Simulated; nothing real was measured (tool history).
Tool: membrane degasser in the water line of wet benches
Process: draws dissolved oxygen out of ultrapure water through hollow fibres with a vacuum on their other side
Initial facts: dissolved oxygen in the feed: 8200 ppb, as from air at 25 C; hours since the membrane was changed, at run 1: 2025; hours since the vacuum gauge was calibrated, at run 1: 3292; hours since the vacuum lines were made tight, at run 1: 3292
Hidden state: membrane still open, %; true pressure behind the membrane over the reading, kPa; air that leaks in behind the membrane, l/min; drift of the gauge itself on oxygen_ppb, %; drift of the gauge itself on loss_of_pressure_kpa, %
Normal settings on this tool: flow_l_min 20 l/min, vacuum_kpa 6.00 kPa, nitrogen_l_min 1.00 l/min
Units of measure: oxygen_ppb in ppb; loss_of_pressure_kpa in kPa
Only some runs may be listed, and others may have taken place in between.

run   hour  flow_l_min  vacuum_kpa  nitrogen_l_min  hours since the membrane was changed  hours since the vacuum gauge was calibrated  hours since the vacuum lines were made tight  oxygen_ppb  loss_of_pressure_kpa
  1    0.0          20        6.00            1.00                                  2025                                         3292                                          3292       300.3                 57.45
  2   37.5          20        6.00            0.97                                  2063                                         3330                                          3330       296.7                 57.29
  3   64.9          20        6.85            1.00                                  2090                                         3357                                          3357       336.8                 57.61
  4  101.8          20        6.85            2.14                                  2127                                         3394                                          3394       256.9                 57.16
  5  138.9          20        6.85            2.14                                  2164                                         3431                                          3431       256.1                 57.33
  6  166.1          20        6.85            2.14                                  2191                                         3458                                          3458       254.6                 56.86
  7  208.8          20        6.00            1.00                                  2234                                         3501                                          3501       294.9                 56.90
  8  264.5          20        6.00            1.00                                  2290                                         3557                                          3557       299.1                 57.00
  9  321.4          16        4.07            1.00                                  2347                                         3614                                          3614       150.6                 45.78
 10  353.1          22        4.07            2.85                                  2378                                         3645                                          3645       225.3                 63.35
     356.5  -- vacuum gauge calibrated
 11  381.1          22        4.07            2.85                                  2406                                           25                                          3673       226.8                 62.88
 12  407.8          18        7.97            1.29                                  2433                                           51                                          3699       299.7                 51.69
 13  437.3          18        7.97            1.29                                  2462                                           81                                          3729       295.4                 51.36
 14  465.2          20        7.37            1.74                                  2490                                          109                                          3757       286.8                 57.11
 15  517.1          31       12.17            0.44                                  2542                                          161                                          3809      1304.9                 88.96
 16  568.9          26        3.72            1.00                                  2594                                          212                                          3861       310.7                 74.39

Across each entry between runs, compare the hidden state at the last listed run before it with the hidden state at the first listed run after it:
Logged between run 10 and run 11: vacuum gauge calibrated (hour 356.5)
  true pressure behind the membrane over the reading, kPa: 0.13 -> 0.15
  the result without the hidden state subtracted from the measured one, oxygen_ppb: +7.6 -> +8.1 ppb; loss_of_pressure_kpa: +0.42 -> +0.43 kPa

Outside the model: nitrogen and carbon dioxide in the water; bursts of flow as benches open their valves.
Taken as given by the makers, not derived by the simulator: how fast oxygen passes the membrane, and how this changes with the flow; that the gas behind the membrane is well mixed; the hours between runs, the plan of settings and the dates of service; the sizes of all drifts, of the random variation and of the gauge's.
